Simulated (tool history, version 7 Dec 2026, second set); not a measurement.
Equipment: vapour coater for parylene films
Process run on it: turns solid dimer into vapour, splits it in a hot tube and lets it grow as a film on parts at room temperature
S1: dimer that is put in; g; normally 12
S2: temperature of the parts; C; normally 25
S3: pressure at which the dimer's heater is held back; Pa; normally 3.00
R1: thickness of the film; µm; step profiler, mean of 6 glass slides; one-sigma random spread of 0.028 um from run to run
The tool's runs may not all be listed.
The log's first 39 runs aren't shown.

Run 40, day 42.179: usual settings but S1 7 g, S2 30 C, S3 2.69 Pa. Result: R1 1.17 µm.
Run 41, day 43.404: usual settings but S1 7 g, S2 30 C, S3 4.08 Pa. Result: R1 1.07 µm.
Run 42, day 44.279: usual settings but S1 6 g, S2 27 C, S3 2.79 Pa. Result: R1 1.11 µm.
Run 43, day 45.421: usual settings but S3 2.68 Pa. Result: R1 2.55 µm.
Run 44, day 46.454: usual settings but S3 9.57 Pa. Result: R1 2.05 µm.
Run 45, day 47.438: usual settings but S1 16 g, S2 18 C, S3 3.08 Pa. Result: R1 4.64 µm.
Run 46, day 48.162: usual settings but S1 8 g, S2 30 C. Result: R1 1.33 µm.
Run 47, day 49.033: usual settings but S1 8 g, S3 2.76 Pa. Result: R1 1.68 µm.

Here are 4 independent what-if runs from the current tool condition. What would each one return?
Run A, day 50.475: usual settings but S1 7 g, S2 18 C. Result: R1 ?.
Run B, day 50.475: usual settings but S1 7 g, S2 32 C, S3 2.76 Pa. Result: R1 ?.
Run C, day 50.475: usual settings but S1 15 g, S2 29 C, S3 2.18 Pa. Result: R1 ?.
Run D, day 50.475: usual settings but S3 3.14 Pa. Result: R1 ?.

run    R1
  A  2.00
  B  1.04
  C  2.64
  D  2.45
The same runs, with their run-to-run variation unchanged, on a tool lacking any hidden condition would have given:
run    R1
  A  2.01
  B  1.04
  C  2.65
  D  2.46

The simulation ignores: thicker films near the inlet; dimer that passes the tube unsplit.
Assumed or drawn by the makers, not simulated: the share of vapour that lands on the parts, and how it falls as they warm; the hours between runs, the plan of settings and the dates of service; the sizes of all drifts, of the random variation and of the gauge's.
